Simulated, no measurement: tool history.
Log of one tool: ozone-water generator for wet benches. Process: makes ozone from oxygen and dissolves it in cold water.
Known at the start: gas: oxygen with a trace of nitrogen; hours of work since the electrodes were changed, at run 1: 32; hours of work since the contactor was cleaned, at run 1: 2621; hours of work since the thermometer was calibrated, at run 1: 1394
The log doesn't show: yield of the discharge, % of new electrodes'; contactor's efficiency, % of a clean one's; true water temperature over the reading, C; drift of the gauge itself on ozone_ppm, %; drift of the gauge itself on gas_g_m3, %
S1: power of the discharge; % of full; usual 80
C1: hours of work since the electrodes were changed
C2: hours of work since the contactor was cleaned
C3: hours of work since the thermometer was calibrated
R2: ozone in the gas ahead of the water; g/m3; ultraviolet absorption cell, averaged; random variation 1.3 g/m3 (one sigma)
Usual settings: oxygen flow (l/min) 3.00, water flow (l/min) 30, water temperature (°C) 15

run 1 hour=0.0 | S1=80 oxygen_flow_(l/min)=3.00 water_flow_(l/min)=30 water_temperature_(°C)=15 | C1=32 C2=2621 C3=1394 | dissolved_ozone_(ppm)=14.6 R2=232.0
run 2 hour=18.4 | S1=80 oxygen_flow_(l/min)=3.00 water_flow_(l/min)=30 water_temperature_(°C)=15 | C1=49 C2=2637 C3=1410 | dissolved_ozone_(ppm)=14.4 R2=231.5
run 3 hour=35.0 | S1=80 oxygen_flow_(l/min)=3.00 water_flow_(l/min)=18 water_temperature_(°C)=15 | C1=64 C2=2652 C3=1425 | dissolved_ozone_(ppm)=22.2 R2=230.6
run 4 hour=63.5 | S1=80 oxygen_flow_(l/min)=3.00 water_flow_(l/min)=18 water_temperature_(°C)=15 | C1=90 C2=2678 C3=1451 | dissolved_ozone_(ppm)=22.4 R2=231.2
run 5 hour=92.2 | S1=80 oxygen_flow_(l/min)=3.00 water_flow_(l/min)=18 water_temperature_(°C)=15 | C1=116 C2=2704 C3=1477 | dissolved_ozone_(ppm)=22.4 R2=231.4
run 6 hour=121.4 | S1=80 oxygen_flow_(l/min)=3.00 water_flow_(l/min)=18 water_temperature_(°C)=15 | C1=142 C2=2730 C3=1503 | dissolved_ozone_(ppm)=22.2 R2=235.2
run 7 hour=150.9 | S1=80 oxygen_flow_(l/min)=3.00 water_flow_(l/min)=18 water_temperature_(°C)=15 | C1=169 C2=2757 C3=1530 | dissolved_ozone_(ppm)=22.0 R2=230.9
run 8 hour=179.5 | S1=80 oxygen_flow_(l/min)=3.00 water_flow_(l/min)=18 water_temperature_(°C)=15 | C1=194 C2=2783 C3=1556 | dissolved_ozone_(ppm)=22.2 R2=231.4
run 9 hour=194.0 | S1=80 oxygen_flow_(l/min)=3.00 water_flow_(l/min)=30 water_temperature_(°C)=10 | C1=208 C2=2796 C3=1569 | dissolved_ozone_(ppm)=14.8 R2=232.3

The next listed run, before its measurement:
run 10 hour=227.2 | S1=80 oxygen_flow_(l/min)=2.56 water_flow_(l/min)=30 water_temperature_(°C)=23 | C1=238 C2=2826 C3=1599 | dissolved_ozone_(ppm)=? R2=?

{"run 10": {"dissolved ozone (ppm)": 13.3, "R2": 259.6}}
Without the tool's hidden state the same run would have given dissolved ozone (ppm) 13.3, R2 257.4 g/m3.
